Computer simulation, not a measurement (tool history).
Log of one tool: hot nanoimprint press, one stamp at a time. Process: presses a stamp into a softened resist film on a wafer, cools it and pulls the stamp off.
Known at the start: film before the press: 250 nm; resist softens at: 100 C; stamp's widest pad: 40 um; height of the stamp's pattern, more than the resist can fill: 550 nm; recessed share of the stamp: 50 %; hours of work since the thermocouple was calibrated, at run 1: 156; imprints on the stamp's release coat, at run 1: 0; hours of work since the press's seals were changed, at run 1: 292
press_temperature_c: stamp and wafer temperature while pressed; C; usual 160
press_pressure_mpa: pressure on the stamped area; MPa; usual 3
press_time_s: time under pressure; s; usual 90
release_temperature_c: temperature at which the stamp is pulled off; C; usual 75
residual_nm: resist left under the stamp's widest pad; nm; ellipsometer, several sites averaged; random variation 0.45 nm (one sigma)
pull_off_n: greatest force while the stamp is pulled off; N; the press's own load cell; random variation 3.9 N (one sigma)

| run | hour | press_temperature_c | press_pressure_mpa | press_time_s | release_temperature_c | hours of work since the thermocouple was calibrated | imprints on the stamp's release coat | hours of work since the press's seals were changed | residual_nm | pull_off_n |
|---|---|---|---|---|---|---|---|---|---|---|
| 1 | 0 | 160 | 3 | 90 | 75 | 156 | 0 | 292 | 129 | 183 |
| 2 | 17.1 | 160 | 3 | 90 | 68 | 165 | 64 | 301 | 129.8 | 225 |
| 3 | 39.9 | 160 | 3 | 90 | 75 | 177 | 148 | 313 | 129.1 | 189 |
| 4 | 75 | 160 | 3 | 90 | 75 | 196 | 279 | 331 | 129.6 | 184 |
| 5 | 102.1 | 160 | 3 | 90 | 75 | 210 | 379 | 346 | 129.2 | 188 |
| 6 | 123.5 | 160 | 3 | 90 | 75 | 221 | 459 | 357 | 129.8 | 185 |
| 7 | 139 | 160 | 3 | 90 | 75 | 229 | 517 | 365 | 129.9 | 192 |
| 8 | 169.6 | 160 | 3 | 90 | 65 | 246 | 631 | 382 | 129.7 | 227 |
| 9 | 196 | 168 | 3 | 154 | 65 | 260 | 729 | 395 | 80.2 | 232 |
| 10 | 232.3 | 158 | 4.02 | 79 | 65 | 279 | 864 | 415 | 128.5 | 229 |
| 11 | 263.9 | 156 | 3 | 78 | 75 | 296 | 981 | 431 | 152.5 | 193 |
|  | 276.3 | stamp cleaned and given a new release coat |
|  | 288.7 | plate thermocouple calibrated |
| 12 | 298.6 | 160 | 4.43 | 82 | 73 | 5 | 72 | 445 | 113.1 | 200 |
| 13 | 315.9 | 160 | 3 | 56 | 75 | 14 | 136 | 454 | 150.8 | 188 |
| 14 | 332.7 | 156 | 3.96 | 74 | 75 | 23 | 199 | 463 | 139.7 | 188 |
| 15 | 369.4 | 157 | 3.96 | 78 | 75 | 43 | 335 | 483 | 132.4 | 185 |
| 16 | 399.9 | 160 | 2.96 | 90 | 80 | 59 | 449 | 499 | 129.4 | 164 |

4 ways to go on from here, each from the tool as it stands after run 16. What would each give?
| A | 426.1 | 154 | 4.6 | 90 | 68 | 73 | 546 | 513 | ? | ? |
| B | 426.1 | 161 | 3 | 90 | 67 | 73 | 546 | 513 | ? | ? |
| C | 426.1 | 160 | 3 | 144 | 75 | 73 | 546 | 513 | ? | ? |
| D | 426.1 | 160 | 2.41 | 90 | 80 | 73 | 546 | 513 | ? | ? |

| run | residual_nm | pull_off_n |
|---|---|---|
| A | 131.8 | 221 |
| B | 125 | 223 |
| C | 108.4 | 186 |
| D | 140.4 | 165 |
Without the tool's hidden state the same runs would have given:
| run | residual_nm | pull_off_n |
|---|---|---|
| A | 133.1 | 220 |
| B | 126.2 | 222 |
| C | 109.5 | 186 |
| D | 141.8 | 164 |
